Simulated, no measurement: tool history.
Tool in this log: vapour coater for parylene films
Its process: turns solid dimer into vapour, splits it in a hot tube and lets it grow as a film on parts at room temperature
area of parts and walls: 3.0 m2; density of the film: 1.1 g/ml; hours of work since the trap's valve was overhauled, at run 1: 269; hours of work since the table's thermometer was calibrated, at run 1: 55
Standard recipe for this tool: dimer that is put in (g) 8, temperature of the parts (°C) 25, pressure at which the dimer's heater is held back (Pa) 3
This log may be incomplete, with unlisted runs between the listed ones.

run	hour	dimer that is put in (g)	temperature of the parts (°C)	pressure at which the dimer's heater is held back (Pa)	hours of work since the trap's valve was overhauled	hours of work since the table's thermometer was calibrated	thickness of the film (um)
1	0	8	25	3	269	55	1.38
2	13.2	8	25	5.35	274	61	1.31
3	27.1	8	25	5.35	280	67	1.31
4	39	8	24	3	285	72	1.46
5	52.2	8	24	3	290	77	1.44
6	62.9	8	25	5.46	295	81	1.3
7	72.9	8	25	3.09	299	85	1.38
8	83	4	20	3.09	303	90	0.9
9	95.8	4	20	3.09	308	95	0.85
10	105.2	14	25	2.59	312	99	2.44

Hidden state or all else? Some run-to-run changes of thickness of the film (um), split into what the settings, what came in and random variation would give without the hidden state, and what is left for the hidden state (with any gauge scatter that isn't in both results):
Hidden conditions of the tool in this case: vapour lost through the trap's worn valve, %; true temperature of the parts over the reading, C; drift of the gauge itself on film_um, %.
Run 9 -> 10: dimer that is put in (g) 4 -> 14, temperature of the parts (°C) 20 -> 25, pressure at which the dimer's heater is held back (Pa) 3.09 -> 2.59. thickness of the film (um) +1.59: hidden state -0.09, all else +1.68.
